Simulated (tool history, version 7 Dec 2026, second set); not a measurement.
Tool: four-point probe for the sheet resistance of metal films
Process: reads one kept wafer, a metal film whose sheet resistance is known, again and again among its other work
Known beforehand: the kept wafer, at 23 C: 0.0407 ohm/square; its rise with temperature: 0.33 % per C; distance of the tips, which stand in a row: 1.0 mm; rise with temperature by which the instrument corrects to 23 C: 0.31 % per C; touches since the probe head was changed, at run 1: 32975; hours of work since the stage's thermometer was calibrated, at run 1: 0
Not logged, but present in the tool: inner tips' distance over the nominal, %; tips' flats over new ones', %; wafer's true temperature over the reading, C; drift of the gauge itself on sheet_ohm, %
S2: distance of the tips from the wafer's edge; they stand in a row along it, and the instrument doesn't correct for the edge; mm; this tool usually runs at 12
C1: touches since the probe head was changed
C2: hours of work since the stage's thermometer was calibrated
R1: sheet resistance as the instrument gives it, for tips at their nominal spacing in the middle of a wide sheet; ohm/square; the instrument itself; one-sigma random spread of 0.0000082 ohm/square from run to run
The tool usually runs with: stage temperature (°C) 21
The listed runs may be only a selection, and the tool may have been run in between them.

Run 1, hour 0: usual settings; C1 32975; C2 0. Result: R1 0.040914 ohm/square.
Run 2, hour 85.5: usual settings but S2 36 mm; C1 35110; C2 35. Result: R1 0.04076 ohm/square.
Run 3, hour 166.6: usual settings but S2 36 mm; C1 37135; C2 68. Result: R1 0.040765 ohm/square.
Run 4, hour 254.4: usual settings but S2 36 mm; C1 39327; C2 103. Result: R1 0.040742 ohm/square.
Run 5, hour 350.9: usual settings but stage temperature (°C) 28, S2 36 mm; C1 41735; C2 142. Result: R1 0.04081 ohm/square.
Run 6, hour 413.6: usual settings but stage temperature (°C) 27, S2 36 mm; C1 43300; C2 168. Result: R1 0.040804 ohm/square.
Run 7, hour 508.1: usual settings but stage temperature (°C) 27, S2 36 mm; C1 45661; C2 206. Result: R1 0.04078 ohm/square.
Run 8, hour 591.3: usual settings but stage temperature (°C) 27, S2 36 mm; C1 47737; C2 240. Result: R1 0.040775 ohm/square.
Run 9, hour 655.6: usual settings but stage temperature (°C) 27, S2 36 mm; C1 49343; C2 266. Result: R1 0.040773 ohm/square.
Run 10, hour 724.1: usual settings but stage temperature (°C) 27; C1 51052; C2 294. Result: R1 0.040908 ohm/square.
Run 11, hour 834.3: usual settings but stage temperature (°C) 27; C1 53804; C2 338. Result: R1 0.040908 ohm/square.
Run 12, hour 914.2: usual settings but stage temperature (°C) 31; C1 55799; C2 371. Result: R1 0.040915 ohm/square.
Run 13, hour 977.1: usual settings; C1 57371; C2 396. Result: R1 0.04085 ohm/square.
Run 14, hour 1081.7: usual settings; C1 59980; C2 438. Result: R1 0.040852 ohm/square.
Run 15, hour 1178.6: usual settings; C1 62400; C2 478. Result: R1 0.040832 ohm/square.
Run 16, hour 1277.5: usual settings but S2 46 mm; C1 64868; C2 518. Result: R1 0.040683 ohm/square.
Run 17, hour 1349.2: usual settings but S2 46 mm; C1 66660; C2 547. Result: R1 0.040683 ohm/square.
Run 18, hour 1425.5: usual settings but stage temperature (°C) 22; C1 68564; C2 578. Result: R1 0.040844 ohm/square.
Run 19, hour 1495.2: usual settings but S2 4 mm; C1 70304; C2 606. Result: R1 0.041982 ohm/square.
Run 20, hour 1589.2: usual settings but S2 4 mm; C1 72652; C2 644. Result: R1 0.04196 ohm/square.
Run 21, hour 1635.5: usual settings but S2 4 mm; C1 73808; C2 663. Result: R1 0.041988 ohm/square.
Run 22, hour 1690.2: usual settings but S2 4 mm; C1 75172; C2 685. Result: R1 0.041977 ohm/square.
Run 23, hour 1766.8: usual settings but S2 4 mm; C1 77086; C2 716. Result: R1 0.041975 ohm/square.
Run 24, hour 1817.1: usual settings but S2 4 mm; C1 78341; C2 737. Result: R1 0.041962 ohm/square.
Run 25, hour 1928.5: usual settings but S2 4 mm; C1 81123; C2 782. Result: R1 0.041963 ohm/square.
Run 26, hour 2002.8: usual settings but stage temperature (°C) 30, S2 7 mm; C1 82977; C2 812. Result: R1 0.041146 ohm/square.
Run 27, hour 2057.9: usual settings but stage temperature (°C) 23, S2 21 mm; C1 84353; C2 834. Result: R1 0.040692 ohm/square.
Run 28, hour 2148.8: usual settings but stage temperature (°C) 26, S2 39 mm; C1 86624; C2 871. Result: R1 0.040666 ohm/square.
Run 29, hour 2212.3: usual settings but stage temperature (°C) 25; C1 88208; C2 897. Result: R1 0.040795 ohm/square.
Run 30, hour 2298.7: usual settings but stage temperature (°C) 25, S2 7 mm; C1 90366; C2 932. Result: R1 0.04108 ohm/square.
Run 31, hour 2394.2: usual settings but stage temperature (°C) 25, S2 7 mm; C1 92750; C2 971. Result: R1 0.041081 ohm/square.
Run 32, hour 2455.3: usual settings but stage temperature (°C) 25, S2 22 mm; C1 94275; C2 995. Result: R1 0.04069 ohm/square.
Run 33, hour 2554.3: usual settings but stage temperature (°C) 25, S2 22 mm; C1 96746; C2 1035. Result: R1 0.040665 ohm/square.
Run 34, hour 2610.2: usual settings but stage temperature (°C) 25, S2 22 mm; C1 98141; C2 1058. Result: R1 0.040655 ohm/square.
Run 35, hour 2709.7: usual settings but stage temperature (°C) 34, S2 38 mm; C1 100626; C2 1098. Result: R1 0.040694 ohm/square.
Run 36, hour 2773.7: usual settings but stage temperature (°C) 34, S2 38 mm; C1 102224; C2 1124. Result: R1 0.040683 ohm/square.
Run 37, hour 2859.3: usual settings but stage temperature (°C) 20, S2 74 mm; C1 104362; C2 1159. Result: R1 0.040569 ohm/square.
Run 38, hour 2939: usual settings but stage temperature (°C) 20, S2 4 mm; C1 106351; C2 1191. Result: R1 0.04188 ohm/square.
Run 39, hour 3024.3: usual settings but stage temperature (°C) 30, S2 18 mm; C1 108481; C2 1226. Result: R1 0.040705 ohm/square.
Run 40, hour 3128.8: usual settings but stage temperature (°C) 30, S2 18 mm; C1 111089; C2 1268. Result: R1 0.040687 ohm/square.
Run 41, hour 3188.7: usual settings but stage temperature (°C) 32, S2 16 mm; C1 112585; C2 1293. Result: R1 0.040711 ohm/square.

A few steps of R1 between consecutive runs. Split each: what settings, incoming material and random variation would produce without the hidden state, and what is left over for the hidden state, along with gauge scatter present in only one of the two compared results (measured, and without hidden state):
Run 18 -> 19: stage temperature (°C) 22 -> 21, S2 12 -> 4. R1 +0.001138 ohm/square: hidden state -0.000005, all else +0.001143.
Run 24 -> 25: no setting touched and nothing written in the log between the runs. R1 +0.000001 ohm/square: hidden state -0.000008, all else +0.000009.
Run 36 -> 37: stage temperature (°C) 34 -> 20, S2 38 -> 74. R1 -0.000114 ohm/square: hidden state -0.000008, all else -0.000106.
Run 37 -> 38: S2 74 -> 4. R1 +0.001311 ohm/square: hidden state -0.000009, all else +0.00132.
Run 38 -> 39: stage temperature (°C) 20 -> 30, S2 4 -> 18. R1 -0.001175 ohm/square: hidden state -0.000001, all else -0.001174.

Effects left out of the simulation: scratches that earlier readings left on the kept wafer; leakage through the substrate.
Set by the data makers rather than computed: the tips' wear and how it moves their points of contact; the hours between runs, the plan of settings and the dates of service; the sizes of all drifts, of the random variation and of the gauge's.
